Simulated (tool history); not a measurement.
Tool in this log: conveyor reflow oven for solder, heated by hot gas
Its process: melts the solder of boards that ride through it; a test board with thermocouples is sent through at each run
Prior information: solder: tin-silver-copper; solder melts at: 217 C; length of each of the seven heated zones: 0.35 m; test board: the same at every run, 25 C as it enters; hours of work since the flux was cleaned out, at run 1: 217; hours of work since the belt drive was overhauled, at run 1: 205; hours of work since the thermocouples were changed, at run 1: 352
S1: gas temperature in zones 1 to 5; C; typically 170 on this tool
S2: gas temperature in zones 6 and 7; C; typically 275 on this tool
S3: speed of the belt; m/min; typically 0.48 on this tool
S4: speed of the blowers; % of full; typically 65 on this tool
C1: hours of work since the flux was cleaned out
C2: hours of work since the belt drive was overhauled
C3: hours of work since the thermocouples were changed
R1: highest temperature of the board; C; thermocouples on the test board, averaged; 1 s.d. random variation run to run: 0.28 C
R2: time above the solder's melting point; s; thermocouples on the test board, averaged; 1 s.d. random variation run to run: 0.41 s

| run | day | S1 | S2 | S3 | S4 | C1 | C2 | C3 | R1 | R2 |
|---|---|---|---|---|---|---|---|---|---|---|
| 1 | 0 | 170 | 275 | 0.48 | 65 | 217 | 205 | 352 | 254.3 | 64.8 |
| 2 | 0.638 | 170 | 275 | 0.48 | 55 | 224 | 213 | 359 | 250.9 | 60.9 |
| 3 | 1.592 | 170 | 275 | 0.48 | 55 | 235 | 223 | 370 | 251.1 | 61.1 |
| 4 | 2.346 | 170 | 275 | 0.48 | 55 | 243 | 232 | 378 | 251.7 | 61.5 |
| 5 | 3.292 | 170 | 275 | 0.48 | 71 | 254 | 243 | 389 | 256.1 | 65.6 |
| 6 | 3.717 | 170 | 275 | 0.48 | 71 | 259 | 248 | 394 | 255.9 | 66.1 |
| 7 | 4.321 | 170 | 275 | 0.48 | 65 | 266 | 255 | 401 | 254.6 | 64.4 |
| 8 | 4.954 | 170 | 275 | 0.48 | 53 | 273 | 262 | 408 | 250.3 | 60.4 |
| 9 | 5.554 | 170 | 275 | 0.48 | 53 | 280 | 269 | 415 | 250.2 | 60.5 |
| 10 | 6.467 | 170 | 275 | 0.48 | 65 | 290 | 279 | 425 | 254.2 | 65.4 |
| 11 | 7.117 | 170 | 275 | 0.48 | 65 | 298 | 286 | 433 | 254.6 | 64.5 |
| 12 | 7.646 | 183 | 284 | 0.39 | 78 | 304 | 292 | 439 | 273.3 | 101 |
| 13 | 8.058 | 167 | 289 | 0.39 | 78 | 308 | 297 | 443 | 276.5 | 96.1 |
|  | 9.079 | flux residue cleaned out of gas plates and filters |
| 14 | 9.221 | 167 | 264 | 0.463 | 65 | 2 | 308 | 454 | 246 | 57.9 |

For run 15, what comes out?
| 15 | 9.917 | 170 | 269 | 0.529 | 65 | 10 | 316 | 462 | ? | ? |

R1: 246.2 C
R2: 50.2 s
The same run, on a tool lacking any hidden state, would have yielded R1 246.1 C, R2 50.1 s.

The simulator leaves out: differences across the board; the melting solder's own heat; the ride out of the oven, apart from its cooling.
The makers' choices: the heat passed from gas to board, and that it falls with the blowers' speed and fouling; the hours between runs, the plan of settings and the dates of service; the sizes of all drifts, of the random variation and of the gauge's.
